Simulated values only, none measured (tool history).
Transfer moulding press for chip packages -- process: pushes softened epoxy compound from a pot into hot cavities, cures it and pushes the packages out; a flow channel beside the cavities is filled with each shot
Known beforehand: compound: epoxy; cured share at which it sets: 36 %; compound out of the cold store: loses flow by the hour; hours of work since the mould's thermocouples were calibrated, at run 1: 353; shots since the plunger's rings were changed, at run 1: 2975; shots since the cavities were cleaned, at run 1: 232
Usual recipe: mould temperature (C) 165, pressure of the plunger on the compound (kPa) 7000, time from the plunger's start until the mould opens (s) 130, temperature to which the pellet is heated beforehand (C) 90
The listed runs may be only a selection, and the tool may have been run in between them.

| run | day | mould temperature (C) | pressure of the plunger on the compound (kPa) | time from the plunger's start until the mould opens (s) | temperature to which the pellet is heated beforehand (C) | hours of work since the mould's thermocouples were calibrated | shots since the plunger's rings were changed | shots since the cavities were cleaned | incoming compound's hours out of the cold store | length that the compound runs in the flow channel (mm) | greatest force on the pins that push the packages out (N) |
|---|---|---|---|---|---|---|---|---|---|---|---|
| 1 | 0.000 | 165 | 7000 | 130 | 90 | 353 | 2975 | 232 | 22.0 | 624 | 501 |
| 2 | 1.042 | 165 | 7000 | 130 | 90 | 372 | 3241 | 498 | 16.0 | 618 | 574 |
| 3 | 2.442 | 165 | 7000 | 130 | 90 | 398 | 3599 | 856 | 19.1 | 611 | 616 |
|  | 2.754 | cavities cleaned with cleaning compound and waxed |
| 4 | 3.450 | 165 | 7000 | 130 | 90 | 416 | 3840 | 177 | 47.0 | 538 | 501 |
| 5 | 4.042 | 165 | 7000 | 130 | 90 | 427 | 3992 | 329 | 31.4 | 573 | 548 |
| 6 | 5.496 | 165 | 7630 | 130 | 90 | 454 | 4364 | 701 | 16.1 | 641 | 578 |
| 7 | 6.221 | 165 | 7630 | 130 | 90 | 467 | 4549 | 886 | 36.9 | 585 | 616 |
|  | 6.400 | cavities cleaned with cleaning compound and waxed |
| 8 | 6.983 | 165 | 7630 | 130 | 90 | 480 | 4728 | 149 | 18.0 | 629 | 530 |
| 9 | 7.675 | 165 | 7630 | 130 | 90 | 493 | 4904 | 325 | 33.9 | 592 | 528 |
| 10 | 8.496 | 163 | 6380 | 158 | 98 | 509 | 5114 | 535 | 35.3 | 532 | 530 |
| 11 | 9.246 | 163 | 6380 | 158 | 95 | 523 | 5306 | 727 | 40.9 | 525 | 557 |
|  | 10.138 | cavities cleaned with cleaning compound and waxed |
| 12 | 10.521 | 172 | 7000 | 131 | 90 | 545 | 5615 | 98 | 41.3 | 520 | 412 |
| 13 | 11.229 | 172 | 5790 | 131 | 95 | 558 | 5797 | 280 | 46.3 | 460 | 482 |
| 14 | 12.258 | 164 | 7830 | 131 | 80 | 577 | 6060 | 543 | 23.7 | 619 | 587 |
| 15 | 13.450 | 168 | 7000 | 169 | 100 | 600 | 6364 | 847 | 11.5 | 597 | 551 |
|  | 13.838 | cavities cleaned with cleaning compound and waxed |
|  | 14.450 | plunger's sealing rings changed |
| 16 | 15.058 | 172 | 5960 | 169 | 98 | 626 | 156 | 286 | 25.9 | 571 | 464 |

Entry by entry between the runs, the difference in hidden state between the last listed run before and the first listed run after:
After run 3, before run 4: cavities cleaned with cleaning compound and waxed (day 2.754)
  true mould temperature over the reading, C: -0.79 -> -0.83; pressure that reaches the compound, % of what is set: 87.54 -> 86.73; grip of the stained cavities, % over clean ones': 39.6 -> 13.4
  the result without the hidden state subtracted from the measured one, length that the compound runs in the flow channel (mm): -40 -> -37; greatest force on the pins that push the packages out (N): +183 -> +67
After run 7, before run 8: cavities cleaned with cleaning compound and waxed (day 6.400)
  true mould temperature over the reading, C: -0.95 -> -0.97; pressure that reaches the compound, % of what is set: 84.37 -> 83.71; grip of the stained cavities, % over clean ones': 40.3 -> 14
  the result without the hidden state subtracted from the measured one, length that the compound runs in the flow channel (mm): -49 -> -56; greatest force on the pins that push the packages out (N): +187 -> +78
After run 11, before run 12: cavities cleaned with cleaning compound and waxed (day 10.138)
  true mould temperature over the reading, C: -1.06 -> -1.11; pressure that reaches the compound, % of what is set: 81.71 -> 80.64; grip of the stained cavities, % over clean ones': 37.5 -> 7.7
  the result without the hidden state subtracted from the measured one, length that the compound runs in the flow channel (mm): -53 -> -57; greatest force on the pins that push the packages out (N): +158 -> +31
After run 15, before run 16: cavities cleaned with cleaning compound and waxed (day 13.838); plunger's sealing rings changed (day 14.450)
  true mould temperature over the reading, C: -1.23 -> -1.29; pressure that reaches the compound, % of what is set: 78.19 -> 99.26; grip of the stained cavities, % over clean ones': 39.2 -> 18.8
  the result without the hidden state subtracted from the measured one, length that the compound runs in the flow channel (mm): -75 -> +1; greatest force on the pins that push the packages out (N): +155 -> +75
